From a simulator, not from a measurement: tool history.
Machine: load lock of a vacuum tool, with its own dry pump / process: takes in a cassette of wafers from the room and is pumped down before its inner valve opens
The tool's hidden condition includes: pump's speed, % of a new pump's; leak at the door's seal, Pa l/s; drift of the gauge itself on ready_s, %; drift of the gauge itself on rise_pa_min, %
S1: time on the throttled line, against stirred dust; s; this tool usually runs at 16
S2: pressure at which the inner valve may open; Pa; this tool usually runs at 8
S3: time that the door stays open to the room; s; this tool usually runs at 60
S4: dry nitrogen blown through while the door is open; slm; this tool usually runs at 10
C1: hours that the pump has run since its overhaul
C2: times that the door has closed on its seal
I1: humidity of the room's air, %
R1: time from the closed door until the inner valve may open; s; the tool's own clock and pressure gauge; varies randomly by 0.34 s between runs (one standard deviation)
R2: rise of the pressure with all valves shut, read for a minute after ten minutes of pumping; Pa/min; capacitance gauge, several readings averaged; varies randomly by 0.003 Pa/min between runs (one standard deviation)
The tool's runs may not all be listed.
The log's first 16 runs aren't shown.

| run | hour | S1 | S2 | S3 | S4 | C1 | C2 | I1 | R1 | R2 |
|---|---|---|---|---|---|---|---|---|---|---|
| 17 | 1191.1 | 16 | 8 | 60 | 10 | 3224 | 27272 | 46.9 | 34.2 | 0.279 |
| 18 | 1281.5 | 16 | 8 | 60 | 12 | 3314 | 27522 | 41.9 | 35 | 0.278 |
| 19 | 1333.9 | 15 | 8 | 60 | 10 | 3366 | 27666 | 44 | 33.7 | 0.292 |
| 20 | 1415.1 | 9 | 8 | 28 | 7 | 3448 | 27890 | 41.1 | 29 | 0.284 |
| 21 | 1471 | 9 | 8 | 28 | 7 | 3504 | 28045 | 44.5 | 28.4 | 0.282 |
| 22 | 1570.1 | 16 | 15 | 60 | 10 | 3603 | 28318 | 41.9 | 32.8 | 0.292 |
| 23 | 1618.2 | 16 | 15 | 60 | 10 | 3651 | 28451 | 43.9 | 32.4 | 0.287 |
| 24 | 1663.8 | 16 | 8 | 60 | 8 | 3696 | 28577 | 44.8 | 34.6 | 0.297 |
| 25 | 1759.9 | 16 | 8 | 60 | 8 | 3792 | 28842 | 44.7 | 34.3 | 0.304 |
| 26 | 1821 | 16 | 8 | 45 | 7 | 3854 | 29011 | 42.8 | 34.1 | 0.305 |
| 27 | 1917.6 | 16 | 7 | 45 | 12 | 3950 | 29277 | 43.2 | 35.4 | 0.291 |
| 28 | 1992.2 | 16 | 15 | 60 | 38 | 4025 | 29483 | 43 | 32.7 | 0.29 |
| 29 | 2063.3 | 20 | 7 | 32 | 21 | 4096 | 29679 | 45.6 | 38 | 0.299 |
| 30 | 2147.3 | 26 | 8 | 150 | 4 | 4180 | 29911 | 45.5 | 41.7 | 0.347 |
| 31 | 2255 | 26 | 8 | 150 | 4 | 4288 | 30209 | 43.5 | 42.1 | 0.338 |
| 32 | 2301.5 | 17 | 10 | 131 | 15 | 4334 | 30337 | 44.6 | 34.3 | 0.329 |
| 33 | 2407.8 | 13 | 10 | 60 | 12 | 4440 | 30630 | 46.4 | 31.7 | 0.327 |
| 34 | 2489.7 | 13 | 10 | 60 | 12 | 4522 | 30856 | 40.1 | 31.7 | 0.324 |
| 35 | 2588.6 | 13 | 12 | 76 | 12 | 4621 | 31129 | 45.6 | 31.2 | 0.333 |
| 36 | 2657.3 | 21 | 12 | 76 | 28 | 4690 | 31319 | 46.8 | 37 | 0.325 |
| 37 | 2729.9 | 21 | 12 | 76 | 28 | 4762 | 31519 | 41.8 | 37.5 | 0.324 |
| 38 | 2842.3 | 32 | 7 | 60 | 10 | 4875 | 31829 | 44.1 | 47.6 | 0.345 |

Here are 3 independent what-if runs from the current tool condition. What would each one return?
| A | 2921.8 | 16 | 8 | 60 | 18 | 4954 | 32049 | 48.6 | ? | ? |
| B | 2921.8 | 17 | 7 | 60 | 10 | 4954 | 32049 | 43.3 | ? | ? |
| C | 2921.8 | 10 | 14 | 60 | 10 | 4954 | 32049 | 46.1 | ? | ? |

| run | R1 | R2 |
|---|---|---|
| A | 34.5 | 0.345 |
| B | 35.8 | 0.349 |
| C | 28.7 | 0.347 |
With the hidden condition removed and each run's random variation left untouched, the same runs would have given:
| run | R1 | R2 |
|---|---|---|
| A | 33.8 | 0.04 |
| B | 35 | 0.044 |
| C | 27.9 | 0.047 |

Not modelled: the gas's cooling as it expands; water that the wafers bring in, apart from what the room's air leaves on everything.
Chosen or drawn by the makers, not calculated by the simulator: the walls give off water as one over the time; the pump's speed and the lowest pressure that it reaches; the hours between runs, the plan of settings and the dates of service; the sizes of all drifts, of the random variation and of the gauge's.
